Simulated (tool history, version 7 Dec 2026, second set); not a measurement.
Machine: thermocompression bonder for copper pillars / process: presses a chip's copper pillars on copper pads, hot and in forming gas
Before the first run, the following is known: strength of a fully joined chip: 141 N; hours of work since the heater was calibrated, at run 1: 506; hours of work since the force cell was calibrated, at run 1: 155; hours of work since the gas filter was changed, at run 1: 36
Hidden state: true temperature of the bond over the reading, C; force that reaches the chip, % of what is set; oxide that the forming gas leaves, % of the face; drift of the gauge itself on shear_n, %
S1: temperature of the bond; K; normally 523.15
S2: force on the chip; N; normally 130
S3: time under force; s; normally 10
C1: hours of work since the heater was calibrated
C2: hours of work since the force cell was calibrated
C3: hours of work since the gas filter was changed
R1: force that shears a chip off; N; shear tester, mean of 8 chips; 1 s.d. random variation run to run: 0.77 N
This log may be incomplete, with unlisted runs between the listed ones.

run 1 hour=0 | S1=523.15 S2=130 S3=10 | C1=506 C2=155 C3=36 | R1=66
run 2 hour=7.1 | S1=523.15 S2=130 S3=10 | C1=510 C2=159 C3=40 | R1=66.8
run 3 hour=14.6 | S1=523.15 S2=90 S3=10 | C1=514 C2=164 C3=44 | R1=55.9
run 4 hour=20.4 | S1=523.15 S2=90 S3=10 | C1=517 C2=167 C3=47 | R1=55.1
run 5 hour=29.2 | S1=523.15 S2=90 S3=10 | C1=522 C2=172 C3=52 | R1=55.2
run 6 hour=39.1 | S1=523.15 S2=90 S3=10 | C1=528 C2=178 C3=58 | R1=56.1
run 7 hour=44.1 | S1=523.15 S2=130 S3=10 | C1=531 C2=180 C3=61 | R1=66.3
run 8 hour=54.5 | S1=523.15 S2=130 S3=10 | C1=537 C2=186 C3=66 | R1=65.1
-- hour=56.6 force cell calibrated
run 9 hour=62.9 | S1=544.15 S2=130 S3=10 | C1=541 C2=4 C3=70 | R1=87.8
run 10 hour=67.9 | S1=544.15 S2=130 S3=10 | C1=543 C2=6 C3=73 | R1=88.1
run 11 hour=80.1 | S1=544.15 S2=130 S3=10 | C1=550 C2=13 C3=80 | R1=88.8
-- hour=87.6 force cell calibrated, once more
run 12 hour=87.9 | S1=544.15 S2=97 S3=15 | C1=554 C2=0 C3=84 | R1=89.7
run 13 hour=96.3 | S1=544.15 S2=85 S3=9 | C1=559 C2=5 C3=88 | R1=70.9
run 14 hour=103.2 | S1=523.15 S2=191 S3=10 | C1=563 C2=9 C3=92 | R1=81.4

The next listed run, before its measurement:
run 15 hour=114.8 | S1=523.15 S2=191 S3=10 | C1=569 C2=15 C3=99 | R1=?

Run 15 measured R1 79.5 N.
On a tool with no hidden condition, and with the same random variation, this run would have come out at R1 71.4 N.
